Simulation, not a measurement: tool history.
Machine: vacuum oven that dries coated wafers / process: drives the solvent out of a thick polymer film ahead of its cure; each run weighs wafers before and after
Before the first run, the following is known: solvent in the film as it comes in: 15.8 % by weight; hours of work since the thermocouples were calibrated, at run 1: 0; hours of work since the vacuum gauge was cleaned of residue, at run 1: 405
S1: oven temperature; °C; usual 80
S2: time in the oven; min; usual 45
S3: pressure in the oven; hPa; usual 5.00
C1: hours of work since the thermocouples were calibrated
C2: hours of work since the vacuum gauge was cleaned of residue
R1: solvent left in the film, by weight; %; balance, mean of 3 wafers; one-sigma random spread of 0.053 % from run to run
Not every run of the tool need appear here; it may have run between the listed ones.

run	hour	S1	S2	S3	C1	C2	R1
1	0.0	80	45	5.00	0	405	2.95
2	11.6	80	45	5.00	8	413	2.96
3	23.1	80	45	5.00	15	420	2.88
4	35.3	80	45	5.00	23	428	2.95
5	45.5	71	45	5.00	30	435	5.76
6	61.7	71	45	5.00	40	445	5.78
7	71.5	71	45	5.00	47	452	5.60
8	85.8	80	57	5.00	56	461	2.01
9	98.7	80	57	5.00	64	469	2.02
10	109.6	80	57	5.00	71	476	2.06
11	124.7	80	57	5.00	81	486	2.05
12	136.8	80	45	5.00	89	494	2.85
13	149.0	80	45	5.00	97	502	2.96
14	156.8	80	45	5.00	102	507	3.09
15	167.3	80	45	5.00	109	514	2.98
16	178.4	80	45	5.00	116	521	2.94
17	193.8	80	45	5.00	126	531	2.93
18	205.7	80	45	5.00	134	539	2.90
19	217.8	80	78	5.00	142	547	1.27
20	227.9	72	45	5.00	148	553	5.41
21	237.0	72	45	5.00	154	559	5.29
22	248.4	72	45	5.00	162	567	5.39
23	264.0	69	45	5.00	172	577	6.41
24	277.0	69	45	5.00	180	585	6.25
25	292.1	85	59	2.65	190	595	1.00
26	299.0	85	59	2.65	195	600	0.95
27	308.0	86	30	3.27	201	606	2.96
# hour 311.3: oven's thermocouples calibrated
28	323.8	73	32	14.96	8	615	7.04
29	336.4	73	32	14.96	16	623	7.00
30	351.5	91	45	14.99	26	633	1.14
# hour 358.2: oven's thermocouples calibrated, once more
31	369.7	76	44	2.58	8	643	4.24
32	376.5	80	43	5.00	12	648	3.15
33	384.8	67	34	6.86	17	653	7.96
34	394.7	67	34	8.60	24	660	8.28
35	408.1	67	34	8.60	33	668	8.27
36	423.7	92	61	2.97	43	678	0.32
37	437.4	92	61	2.97	52	687	0.40
38	449.1	72	45	5.00	59	695	5.40
39	462.9	67	34	5.00	68	704	8.23
40	476.4	67	34	5.00	77	713	8.00
41	484.5	67	38	19.10	82	718	8.24
42	500.6	67	38	19.10	93	729	8.33
43	511.1	67	38	19.10	100	735	8.40
44	523.7	66	51	5.00	108	744	6.80
45	536.8	68	47	5.54	116	752	6.52
46	544.9	68	47	5.54	122	757	6.54

Predict each of these 3 candidate next runs independently; none follows another, all start after run 46:
A	553.0	68	47	2.53	127	763	?
B	553.0	68	24	15.81	127	763	?
C	553.0	89	40	19.16	127	763	?

run	R1
A	6.42
B	9.54
C	1.81
Had the tool no hidden state, the same runs would have come out as:
run	R1
A	6.22
B	9.39
C	1.69
